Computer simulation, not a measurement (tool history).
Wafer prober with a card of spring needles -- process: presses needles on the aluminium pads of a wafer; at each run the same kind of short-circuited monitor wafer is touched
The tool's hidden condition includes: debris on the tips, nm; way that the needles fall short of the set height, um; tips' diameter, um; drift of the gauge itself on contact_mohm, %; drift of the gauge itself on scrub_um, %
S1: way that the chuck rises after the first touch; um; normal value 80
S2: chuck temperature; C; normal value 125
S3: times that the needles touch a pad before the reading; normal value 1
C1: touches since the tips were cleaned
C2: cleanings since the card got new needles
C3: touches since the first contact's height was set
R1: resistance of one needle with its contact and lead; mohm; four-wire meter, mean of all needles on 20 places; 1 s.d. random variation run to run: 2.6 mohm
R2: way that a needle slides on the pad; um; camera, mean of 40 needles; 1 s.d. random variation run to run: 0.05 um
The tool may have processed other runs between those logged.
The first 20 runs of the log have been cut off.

run	hour	S1	S2	S3	C1	C2	C3	R1	R2
# hour 240.4: tips cleaned on abrasive film
21	247.0	87	105	2	3627	57	169707	338	16.87
# hour 251.5: tips cleaned on abrasive film
22	260.1	87	65	2	4750	58	176905	340	16.83
# hour 263.1: tips cleaned on abrasive film
# hour 274.7: tips cleaned on abrasive film
23	276.1	87	65	1	783	60	185626	314	16.74
# hour 286.1: tips cleaned on abrasive film
24	291.8	97	94	1	3166	61	194277	353	18.73
# hour 298.0: tips cleaned on abrasive film
# hour 299.9: height of the first contact set anew
25	304.3	81	62	1	3283	62	2424	370	16.14
# hour 310.4: tips cleaned on abrasive film
26	320.7	81	62	1	5714	63	11443	395	16.19
# hour 322.3: tips cleaned on abrasive film
27	332.2	89	56	2	5486	64	17767	327	17.79
# hour 333.6: tips cleaned on abrasive film
28	340.8	89	56	2	3936	65	22423	327	17.71
# hour 345.2: tips cleaned on abrasive film
29	354.9	69	56	2	5354	66	30171	371	13.70
# hour 356.8: tips cleaned on abrasive film
30	366.9	94	26	1	5583	67	36737	360	18.68

Each row is a separate what-if for the run after 30, all from the same tool condition, not one after another. Results?
# hour 368.1: tips cleaned on abrasive film
A	376.6	95	70	3	4694	68	42085	?	?
# hour 368.1: tips cleaned on abrasive film
B	376.6	94	123	1	4694	68	42085	?	?
# hour 368.1: tips cleaned on abrasive film
C	376.6	81	29	1	4694	68	42085	?	?
# hour 368.1: tips cleaned on abrasive film
D	376.6	94	41	1	4694	68	42085	?	?

run	R1	R2
A	309	18.95
B	371	18.63
C	386	16.20
D	357	18.71
Take away the tool's hidden state, keep each run's random variation, and the runs would have read:
run	R1	R2
A	278	19.09
B	294	18.76
C	269	16.33
D	270	18.85

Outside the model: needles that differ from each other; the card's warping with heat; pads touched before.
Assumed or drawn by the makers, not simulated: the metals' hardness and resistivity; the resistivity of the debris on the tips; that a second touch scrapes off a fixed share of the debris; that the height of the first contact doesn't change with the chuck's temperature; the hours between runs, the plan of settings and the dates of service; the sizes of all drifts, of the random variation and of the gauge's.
